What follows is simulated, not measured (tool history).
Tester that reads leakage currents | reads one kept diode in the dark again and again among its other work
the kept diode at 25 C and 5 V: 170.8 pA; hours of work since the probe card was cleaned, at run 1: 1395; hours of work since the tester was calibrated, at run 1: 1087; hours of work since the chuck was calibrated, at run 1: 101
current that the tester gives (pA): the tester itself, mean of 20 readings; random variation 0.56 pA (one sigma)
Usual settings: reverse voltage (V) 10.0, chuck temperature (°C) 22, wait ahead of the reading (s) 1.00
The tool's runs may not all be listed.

run,hour,reverse voltage (V),chuck temperature (°C),wait ahead of the reading (s),hours of work since the probe card was cleaned,hours of work since the tester was calibrated,hours of work since the chuck was calibrated,current that the tester gives (pA)
1,0.0,10.0,22,1.00,1395,1087,101,201.23
2,32.1,10.0,28,1.00,1411,1104,118,297.33
3,72.7,10.0,28,1.00,1432,1124,138,299.33
4,105.0,10.0,28,1.00,1449,1141,155,298.26
5,141.8,10.0,28,1.00,1468,1160,174,299.97
6,172.5,10.0,22,5.98,1483,1176,190,199.92
7,221.8,10.0,40,5.98,1509,1201,215,644.17
8,277.5,16.2,51,0.99,1537,1230,244,1558.28
9,303.3,3.7,46,1.00,1551,1243,257,616.25
# hour 311.5: probe card cleaned and baked
10,338.2,3.7,46,1.00,14,1259,273,606.42
11,392.1,3.7,40,1.00,41,1287,301,414.09
12,417.9,1.9,44,1.00,55,1300,314,409.83

Measured less the same run without the tool's hidden state. The same run-to-run variation is in both; the gauge's scatter may not be:
The hidden state here: stray current of the dirty probe card, pA a volt; current scale over the true one, %; true chuck temperature over the reading, C; drift of the gauge itself on leakage_pa, %.
run,current that the tester gives (pA)
1,+16.57
2,+15.09
3,+15.24
4,+15.20
5,+15.32
6,+17.10
7,+8.78
8,+4.44
9,-4.71
10,-13.01
11,-9.43
12,-9.45

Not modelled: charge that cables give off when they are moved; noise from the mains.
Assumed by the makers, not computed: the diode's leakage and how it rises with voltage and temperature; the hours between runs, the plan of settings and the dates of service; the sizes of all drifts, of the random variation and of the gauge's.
